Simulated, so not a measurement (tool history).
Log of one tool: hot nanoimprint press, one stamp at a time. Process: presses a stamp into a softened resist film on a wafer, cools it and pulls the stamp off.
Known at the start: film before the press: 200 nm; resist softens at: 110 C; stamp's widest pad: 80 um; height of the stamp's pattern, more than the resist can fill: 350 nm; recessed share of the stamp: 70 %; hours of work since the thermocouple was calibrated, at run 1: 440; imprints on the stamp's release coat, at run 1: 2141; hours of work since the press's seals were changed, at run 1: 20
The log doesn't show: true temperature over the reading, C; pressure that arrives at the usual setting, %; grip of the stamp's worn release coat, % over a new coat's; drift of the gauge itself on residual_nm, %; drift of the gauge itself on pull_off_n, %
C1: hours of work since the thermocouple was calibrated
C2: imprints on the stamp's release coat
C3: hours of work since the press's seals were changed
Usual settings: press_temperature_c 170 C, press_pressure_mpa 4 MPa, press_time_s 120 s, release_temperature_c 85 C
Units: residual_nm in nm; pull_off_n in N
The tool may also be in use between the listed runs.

{"run": 1, "hour": 0.0, "press_temperature_c": 170, "press_pressure_mpa": 4, "press_time_s": 120, "release_temperature_c": 85, "C1": 440, "C2": 2141, "C3": 20, "residual_nm": 102.5, "pull_off_n": 94}
{"run": 2, "hour": 6.6, "press_temperature_c": 170, "press_pressure_mpa": 4, "press_time_s": 120, "release_temperature_c": 85, "C1": 445, "C2": 2165, "C3": 25, "residual_nm": 102, "pull_off_n": 93}
{"run": 3, "hour": 13.7, "press_temperature_c": 170, "press_pressure_mpa": 4, "press_time_s": 120, "release_temperature_c": 85, "C1": 451, "C2": 2191, "C3": 31, "residual_nm": 102.2, "pull_off_n": 94}
{"run": 4, "hour": 22.4, "press_temperature_c": 170, "press_pressure_mpa": 4, "press_time_s": 120, "release_temperature_c": 85, "C1": 457, "C2": 2223, "C3": 38, "residual_nm": 102.9, "pull_off_n": 95}
{"run": 5, "hour": 32.8, "press_temperature_c": 170, "press_pressure_mpa": 4, "press_time_s": 120, "release_temperature_c": 85, "C1": 466, "C2": 2260, "C3": 46, "residual_nm": 103, "pull_off_n": 94}
{"run": 6, "hour": 37.6, "press_temperature_c": 170, "press_pressure_mpa": 4, "press_time_s": 120, "release_temperature_c": 85, "C1": 469, "C2": 2278, "C3": 49, "residual_nm": 102.3, "pull_off_n": 90}
{"hour": 46.4, "done": "stamp cleaned and given a new release coat"}
{"run": 7, "hour": 50.8, "press_temperature_c": 168, "press_pressure_mpa": 2.91, "press_time_s": 120, "release_temperature_c": 85, "C1": 475, "C2": 16, "C3": 55, "residual_nm": 125.6, "pull_off_n": 92}
{"run": 8, "hour": 60.5, "press_temperature_c": 168, "press_pressure_mpa": 2.91, "press_time_s": 120, "release_temperature_c": 85, "C1": 483, "C2": 51, "C3": 63, "residual_nm": 126.2, "pull_off_n": 88}
{"run": 9, "hour": 66.5, "press_temperature_c": 168, "press_pressure_mpa": 2.91, "press_time_s": 120, "release_temperature_c": 85, "C1": 487, "C2": 73, "C3": 67, "residual_nm": 125.1, "pull_off_n": 96}
{"run": 10, "hour": 71.9, "press_temperature_c": 168, "press_pressure_mpa": 2.91, "press_time_s": 188, "release_temperature_c": 72, "C1": 492, "C2": 93, "C3": 72, "residual_nm": 109, "pull_off_n": 123}
{"run": 11, "hour": 78.5, "press_temperature_c": 168, "press_pressure_mpa": 2.91, "press_time_s": 188, "release_temperature_c": 72, "C1": 497, "C2": 116, "C3": 77, "residual_nm": 110, "pull_off_n": 122}

3 ways to go on from here, each from the tool as it stands after run 11. What would each give?
{"run": "A", "hour": 89.0, "press_temperature_c": 170, "press_pressure_mpa": 4, "press_time_s": 82, "release_temperature_c": 82, "C1": 505, "C2": 154, "C3": 85, "residual_nm": "?", "pull_off_n": "?"}
{"run": "B", "hour": 89.0, "press_temperature_c": 168, "press_pressure_mpa": 4.95, "press_time_s": 127, "release_temperature_c": 72, "C1": 505, "C2": 154, "C3": 85, "residual_nm": "?", "pull_off_n": "?"}
{"run": "C", "hour": 89.0, "press_temperature_c": 168, "press_pressure_mpa": 2.91, "press_time_s": 183, "release_temperature_c": 72, "C1": 505, "C2": 154, "C3": 85, "residual_nm": "?", "pull_off_n": "?"}

run=A residual_nm=117.2 pull_off_n=101
run=B residual_nm=99.3 pull_off_n=122
run=C residual_nm=110.4 pull_off_n=123
Without the tool's hidden state the same runs would have given:
run=A residual_nm=116 pull_off_n=101
run=B residual_nm=98.3 pull_off_n=122
run=C residual_nm=109.2 pull_off_n=123
